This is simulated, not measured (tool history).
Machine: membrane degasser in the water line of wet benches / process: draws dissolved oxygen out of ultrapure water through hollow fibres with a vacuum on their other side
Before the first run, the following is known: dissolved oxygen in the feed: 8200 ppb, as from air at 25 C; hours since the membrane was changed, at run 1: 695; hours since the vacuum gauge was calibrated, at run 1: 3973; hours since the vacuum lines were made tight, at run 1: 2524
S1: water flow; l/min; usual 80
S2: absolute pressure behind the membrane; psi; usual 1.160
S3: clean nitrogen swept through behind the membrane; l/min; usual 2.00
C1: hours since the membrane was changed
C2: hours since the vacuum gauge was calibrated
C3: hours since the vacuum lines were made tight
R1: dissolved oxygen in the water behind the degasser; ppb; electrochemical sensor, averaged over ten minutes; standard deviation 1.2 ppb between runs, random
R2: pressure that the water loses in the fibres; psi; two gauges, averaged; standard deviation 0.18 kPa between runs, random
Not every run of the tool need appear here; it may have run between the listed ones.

run    hour   S1     S2    S3    C1    C2    C3     R1     R2
  1     0.0   80  1.160  2.00   695  3973  2524  378.8  4.470
  2    19.4   80  1.160  2.00   714  3993  2543  377.5  4.473
  3    60.6   80  1.160  2.00   756  4034  2584  376.9  4.479
  4    87.7   80  1.160  2.00   783  4061  2611  380.3  4.456
  5   128.1   78  1.160  2.00   823  4101  2652  372.9  4.332
  6   171.6   78  1.160  2.00   867  4145  2695  371.6  4.325
  7   213.4   80  1.160  2.00   908  4187  2737  381.3  4.501
  8   238.2   49  1.160  2.00   933  4211  2762  254.4  2.769
  9   263.2   49  1.160  2.00   958  4236  2787  253.1  2.743
 10   301.2   49  1.160  2.00   996  4274  2825  253.2  2.735
 11   339.0   80  1.076  2.00  1034  4312  2863  336.1  4.466
 12   379.3   80  1.076  2.00  1074  4353  2903  336.3  4.466
 13   424.2   80  1.160  2.00  1119  4398  2948  377.9  4.441
 14   467.2   80  1.160  2.00  1162  4440  2991  381.1  4.477
 15   491.3   80  1.160  2.00  1186  4465  3015  381.3  4.460
 16   514.7   80  1.160  2.00  1210  4488  3038  380.4  4.456
 17   549.9   87  1.160  5.08  1245  4523  3074  189.9  4.915
 18   577.2   95  1.037  2.00  1272  4551  3101  361.3  5.352
 19   620.2   95  1.037  2.00  1315  4593  3144  362.6  5.310
 20   651.9  104  1.037  1.77  1347  4625  3176  425.4  5.815
 21   693.6  104  1.256  4.69  1389  4667  3217  274.1  5.800
 22   732.2   62  2.244  1.41  1427  4705  3256  969.5  3.414
 23   765.1   51  0.949  1.18  1460  4738  3289  285.6  2.891
      776.4  -- seals of the vacuum lines changed
 24   789.1   72  2.763  5.03  1482  4760    13  498.1  4.057
 25   813.5   85  1.713  4.34  1506  4785    37  369.1  4.783
 26   833.8  112  1.160  2.00  1527  4805    57  496.5  6.318
 27   862.2  119  1.247  3.55  1555  4833    86  379.6  6.608
 28   889.1   72  1.804  3.93  1582  4860   113  370.4  3.984
 29   924.1   72  1.804  3.93  1617  4895   148  371.3  4.020
 30   968.3   72  1.804  3.93  1661  4940   192  370.9  3.987
 31   998.6   72  1.463  3.93  1692  4970   222  280.2  4.022
 32  1035.1   72  1.463  3.93  1728  5006   259  279.7  4.049

Forecast each of these 4 alternatives for the next run:
  A  1056.0  80  1.160  1.39  1749  5027  280   ?   ?
  B  1056.0  72  2.779  3.93  1749  5027  280   ?   ?
  C  1056.0  72  0.821  3.93  1749  5027  280   ?   ?
  D  1056.0  72  1.822  3.93  1749  5027  280   ?   ?

run     R1     R2
  A  498.1  4.435
  B  615.2  3.993
  C  106.0  4.025
  D  375.4  4.033
With the hidden condition removed and each run's random variation left untouched, the same runs would have given:
run     R1     R2
  A  489.4  4.387
  B  611.5  3.949
  C  102.2  3.981
  D  371.7  3.990
